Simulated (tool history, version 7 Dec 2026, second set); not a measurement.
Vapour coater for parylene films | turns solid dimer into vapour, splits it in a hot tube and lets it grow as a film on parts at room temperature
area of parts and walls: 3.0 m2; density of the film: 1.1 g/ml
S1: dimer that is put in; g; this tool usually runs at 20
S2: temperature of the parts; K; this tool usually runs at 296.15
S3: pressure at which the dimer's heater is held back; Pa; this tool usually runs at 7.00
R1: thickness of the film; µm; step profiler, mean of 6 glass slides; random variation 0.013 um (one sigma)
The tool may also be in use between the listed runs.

{"run": 1, "hour": 0.0, "S1": 20, "S2": 296.15, "S3": 7.0, "R1": 2.52}
{"hour": 16.1, "done": "trap's valve overhauled"}
{"run": 2, "hour": 21.6, "S1": 20, "S2": 296.15, "S3": 7.0, "R1": 2.74}
{"run": 3, "hour": 36.4, "S1": 20, "S2": 296.15, "S3": 7.0, "R1": 2.71}
{"run": 4, "hour": 48.8, "S1": 20, "S2": 296.15, "S3": 7.0, "R1": 2.73}
{"run": 5, "hour": 61.4, "S1": 20, "S2": 296.15, "S3": 7.0, "R1": 2.71}
{"run": 6, "hour": 82.2, "S1": 20, "S2": 296.15, "S3": 7.0, "R1": 2.69}
{"run": 7, "hour": 99.4, "S1": 20, "S2": 296.15, "S3": 7.0, "R1": 2.73}
{"run": 8, "hour": 116.6, "S1": 20, "S2": 296.15, "S3": 7.0, "R1": 2.71}
{"run": 9, "hour": 134.5, "S1": 20, "S2": 296.15, "S3": 7.0, "R1": 2.7}
{"run": 10, "hour": 157.4, "S1": 8, "S2": 296.15, "S3": 7.0, "R1": 1.09}
{"run": 11, "hour": 169.6, "S1": 8, "S2": 307.15, "S3": 7.0, "R1": 0.81}
{"run": 12, "hour": 190.6, "S1": 8, "S2": 307.15, "S3": 7.0, "R1": 0.85}
{"run": 13, "hour": 209.6, "S1": 20, "S2": 296.15, "S3": 7.0, "R1": 2.67}
{"run": 14, "hour": 225.6, "S1": 20, "S2": 296.15, "S3": 7.0, "R1": 2.7}
{"run": 15, "hour": 238.2, "S1": 20, "S2": 296.15, "S3": 7.0, "R1": 2.67}
{"run": 16, "hour": 253.8, "S1": 20, "S2": 296.15, "S3": 7.0, "R1": 2.68}
{"run": 17, "hour": 273.2, "S1": 24, "S2": 296.15, "S3": 7.0, "R1": 3.22}
{"run": 18, "hour": 288.6, "S1": 20, "S2": 296.15, "S3": 7.0, "R1": 2.64}
{"run": 19, "hour": 305.8, "S1": 20, "S2": 296.15, "S3": 7.0, "R1": 2.66}
{"run": 20, "hour": 319.9, "S1": 20, "S2": 296.15, "S3": 7.0, "R1": 2.62}
{"run": 21, "hour": 340.8, "S1": 20, "S2": 296.15, "S3": 7.0, "R1": 2.66}
{"run": 22, "hour": 355.3, "S1": 20, "S2": 307.15, "S3": 8.23, "R1": 1.96}
{"run": 23, "hour": 365.7, "S1": 20, "S2": 307.15, "S3": 8.23, "R1": 1.95}
{"run": 24, "hour": 380.4, "S1": 10, "S2": 292.15, "S3": 6.06, "R1": 1.5}
{"run": 25, "hour": 393.2, "S1": 13, "S2": 296.15, "S3": 7.0, "R1": 1.7}
{"run": 26, "hour": 412.9, "S1": 9, "S2": 294.15, "S3": 7.0, "R1": 1.26}
{"run": 27, "hour": 431.2, "S1": 21, "S2": 291.15, "S3": 4.93, "R1": 3.32}
{"run": 28, "hour": 449.5, "S1": 20, "S2": 296.15, "S3": 2.67, "R1": 3.15}
{"run": 29, "hour": 463.5, "S1": 15, "S2": 305.15, "S3": 2.5, "R1": 1.92}
{"run": 30, "hour": 479.5, "S1": 36, "S2": 296.15, "S3": 7.65, "R1": 4.61}
{"run": 31, "hour": 494.8, "S1": 36, "S2": 296.15, "S3": 7.65, "R1": 4.58}
{"run": 32, "hour": 516.7, "S1": 21, "S2": 298.15, "S3": 3.7, "R1": 2.94}
{"run": 33, "hour": 533.1, "S1": 8, "S2": 296.15, "S3": 3.72, "R1": 1.18}
{"run": 34, "hour": 542.5, "S1": 9, "S2": 290.15, "S3": 3.42, "R1": 1.54}
{"run": 35, "hour": 556.7, "S1": 9, "S2": 290.15, "S3": 3.42, "R1": 1.54}
{"run": 36, "hour": 571.8, "S1": 14, "S2": 298.15, "S3": 7.39, "R1": 1.69}
{"run": 37, "hour": 586.2, "S1": 14, "S2": 296.15, "S3": 2.29, "R1": 2.24}
{"run": 38, "hour": 604.4, "S1": 23, "S2": 302.15, "S3": 6.08, "R1": 2.63}

Consider 4 possible next runs. They are alternatives, not a sequence: every one starts from the tool as it was left by run 38. What does each give?
{"run": "A", "hour": 624.5, "S1": 20, "S2": 296.15, "S3": 10.49, "R1": "?"}
{"run": "B", "hour": 624.5, "S1": 26, "S2": 289.15, "S3": 4.81, "R1": "?"}
{"run": "C", "hour": 624.5, "S1": 13, "S2": 306.15, "S3": 2.57, "R1": "?"}
{"run": "D", "hour": 624.5, "S1": 19, "S2": 296.15, "S3": 8.29, "R1": "?"}

run=A R1=2.36
run=B R1=4.24
run=C R1=1.60
run=D R1=2.35
Had the tool no hidden state, the same runs would have come out as:
run=A R1=2.54
run=B R1=4.56
run=C R1=1.72
run=D R1=2.53
